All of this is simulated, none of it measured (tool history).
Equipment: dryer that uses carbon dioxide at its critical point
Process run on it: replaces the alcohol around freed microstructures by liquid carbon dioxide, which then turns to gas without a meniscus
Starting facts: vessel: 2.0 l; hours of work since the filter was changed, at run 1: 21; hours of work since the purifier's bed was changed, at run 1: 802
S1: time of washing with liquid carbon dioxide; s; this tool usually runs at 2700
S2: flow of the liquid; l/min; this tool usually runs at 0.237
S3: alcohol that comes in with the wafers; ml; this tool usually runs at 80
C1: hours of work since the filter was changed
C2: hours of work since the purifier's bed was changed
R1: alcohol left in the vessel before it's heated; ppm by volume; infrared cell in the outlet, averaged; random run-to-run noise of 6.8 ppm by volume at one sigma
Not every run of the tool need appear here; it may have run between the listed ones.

run 1 hour=0.0 | S1=2700 S2=0.237 S3=80 | C1=21 C2=802 | R1=387
run 2 hour=49.1 | S1=2700 S2=0.237 S3=80 | C1=44 C2=825 | R1=427
run 3 hour=83.5 | S1=2700 S2=0.237 S3=80 | C1=61 C2=842 | R1=461
run 4 hour=132.7 | S1=2700 S2=0.237 S3=80 | C1=84 C2=865 | R1=492
run 5 hour=164.1 | S1=2700 S2=0.237 S3=80 | C1=99 C2=880 | R1=518
run 6 hour=199.8 | S1=1680 S2=0.237 S3=80 | C1=116 C2=896 | R1=2568
run 7 hour=240.0 | S1=1680 S2=0.237 S3=80 | C1=134 C2=915 | R1=2705
run 8 hour=265.6 | S1=1680 S2=0.237 S3=80 | C1=147 C2=928 | R1=2704
-- hour=277.4 inlet filter changed
run 9 hour=288.8 | S1=1680 S2=0.237 S3=80 | C1=5 C2=938 | R1=2109
run 10 hour=327.5 | S1=1680 S2=0.237 S3=80 | C1=24 C2=956 | R1=2202
run 11 hour=368.4 | S1=1680 S2=0.237 S3=80 | C1=43 C2=976 | R1=2291
run 12 hour=407.3 | S1=1680 S2=0.237 S3=80 | C1=61 C2=994 | R1=2314
run 13 hour=438.8 | S1=2700 S2=0.237 S3=42 | C1=76 C2=1009 | R1=306
run 14 hour=469.3 | S1=2700 S2=0.401 S3=80 | C1=91 C2=1023 | R1=97
run 15 hour=503.1 | S1=2700 S2=0.401 S3=80 | C1=107 C2=1039 | R1=109
run 16 hour=525.8 | S1=2700 S2=0.159 S3=80 | C1=117 C2=1050 | R1=2154
run 17 hour=562.4 | S1=2160 S2=0.237 S3=80 | C1=135 C2=1067 | R1=1361
run 18 hour=593.4 | S1=2220 S2=0.237 S3=80 | C1=149 C2=1082 | R1=1263
-- hour=601.1 inlet filter changed
run 19 hour=632.5 | S1=2220 S2=0.237 S3=80 | C1=15 C2=1100 | R1=840
run 20 hour=655.0 | S1=2220 S2=0.237 S3=80 | C1=25 C2=1110 | R1=878
run 21 hour=686.6 | S1=2220 S2=0.237 S3=80 | C1=40 C2=1125 | R1=945
run 22 hour=715.9 | S1=2220 S2=0.237 S3=80 | C1=54 C2=1139 | R1=971
run 23 hour=736.0 | S1=2220 S2=0.237 S3=67 | C1=64 C2=1149 | R1=849
-- hour=742.0 purifier's bed changed
run 24 hour=766.6 | S1=2220 S2=0.237 S3=67 | C1=77 C2=12 | R1=777
run 25 hour=796.5 | S1=2040 S2=0.237 S3=119 | C1=91 C2=26 | R1=1944
run 26 hour=825.0 | S1=1860 S2=0.331 S3=119 | C1=104 C2=39 | R1=767
run 27 hour=873.7 | S1=2700 S2=0.205 S3=80 | C1=127 C2=62 | R1=912
run 28 hour=900.9 | S1=2700 S2=0.155 S3=48 | C1=140 C2=75 | R1=1371
-- hour=925.0 inlet filter changed
run 29 hour=928.8 | S1=1620 S2=0.190 S3=80 | C1=2 C2=88 | R1=3885
run 30 hour=948.7 | S1=1620 S2=0.190 S3=32 | C1=11 C2=97 | R1=1616
run 31 hour=968.6 | S1=3900 S2=0.153 S3=48 | C1=21 C2=107 | R1=297
run 32 hour=998.4 | S1=3480 S2=0.169 S3=111 | C1=35 C2=121 | R1=743
run 33 hour=1029.7 | S1=3480 S2=0.169 S3=111 | C1=49 C2=135 | R1=771
run 34 hour=1055.4 | S1=3480 S2=0.207 S3=111 | C1=62 C2=148 | R1=325
run 35 hour=1077.2 | S1=3060 S2=0.343 S3=33 | C1=72 C2=158 | R1=33
run 36 hour=1106.3 | S1=3060 S2=0.247 S3=34 | C1=86 C2=172 | R1=103
run 37 hour=1127.1 | S1=3240 S2=0.388 S3=25 | C1=95 C2=181 | R1=20
run 38 hour=1173.6 | S1=2700 S2=0.265 S3=80 | C1=117 C2=203 | R1=301
run 39 hour=1211.0 | S1=3600 S2=0.401 S3=42 | C1=135 C2=221 | R1=26
run 40 hour=1232.8 | S1=2160 S2=0.355 S3=69 | C1=145 C2=231 | R1=207
-- hour=1248.7 inlet filter changed
run 41 hour=1258.3 | S1=2160 S2=0.355 S3=69 | C1=5 C2=243 | R1=124
run 42 hour=1290.0 | S1=2160 S2=0.355 S3=69 | C1=20 C2=258 | R1=134
run 43 hour=1327.5 | S1=2700 S2=0.264 S3=80 | C1=37 C2=276 | R1=238
run 44 hour=1350.4 | S1=2700 S2=0.195 S3=80 | C1=48 C2=286 | R1=872
run 45 hour=1387.5 | S1=2040 S2=0.318 S3=80 | C1=66 C2=304 | R1=399
run 46 hour=1427.2 | S1=3060 S2=0.265 S3=80 | C1=84 C2=323 | R1=168

Across each entry between runs, compare the hidden state at the last listed run before it with the hidden state at the first listed run after it:
Logged between run 8 and run 9: inlet filter changed (hour 277.4)
  flow that reaches the vessel past the clogged filter, %: 89.4 -> 99; alcohol in the recycled carbon dioxide, ppm: 85.6 -> 86.3
  measured value less the no-hidden-state value, R1: +804 -> +142 ppm by volume
Logged between run 18 and run 19: inlet filter changed (hour 601.1)
  flow that reaches the vessel past the clogged filter, %: 88.2 -> 98.8; alcohol in the recycled carbon dioxide, ppm: 99.5 -> 101
  measured value less the no-hidden-state value, R1: +532 -> +129 ppm by volume
Logged between run 23 and run 24: purifier's bed changed (hour 742.0)
  flow that reaches the vessel past the clogged filter, %: 95.1 -> 94.2; alcohol in the recycled carbon dioxide, ppm: 105.3 -> 6.5
  measured value less the no-hidden-state value, R1: +233 -> +163 ppm by volume
Logged between run 28 and run 29: inlet filter changed (hour 925.0)
  flow that reaches the vessel past the clogged filter, %: 89.4 -> 99.8; alcohol in the recycled carbon dioxide, ppm: 12 -> 13.3
  measured value less the no-hidden-state value, R1: +396 -> +28 ppm by volume
Logged between run 40 and run 41: inlet filter changed (hour 1248.7)
  flow that reaches the vessel past the clogged filter, %: 88.9 -> 99.1; alcohol in the recycled carbon dioxide, ppm: 26.1 -> 27.3
  measured value less the no-hidden-state value, R1: +109 -> +28 ppm by volume
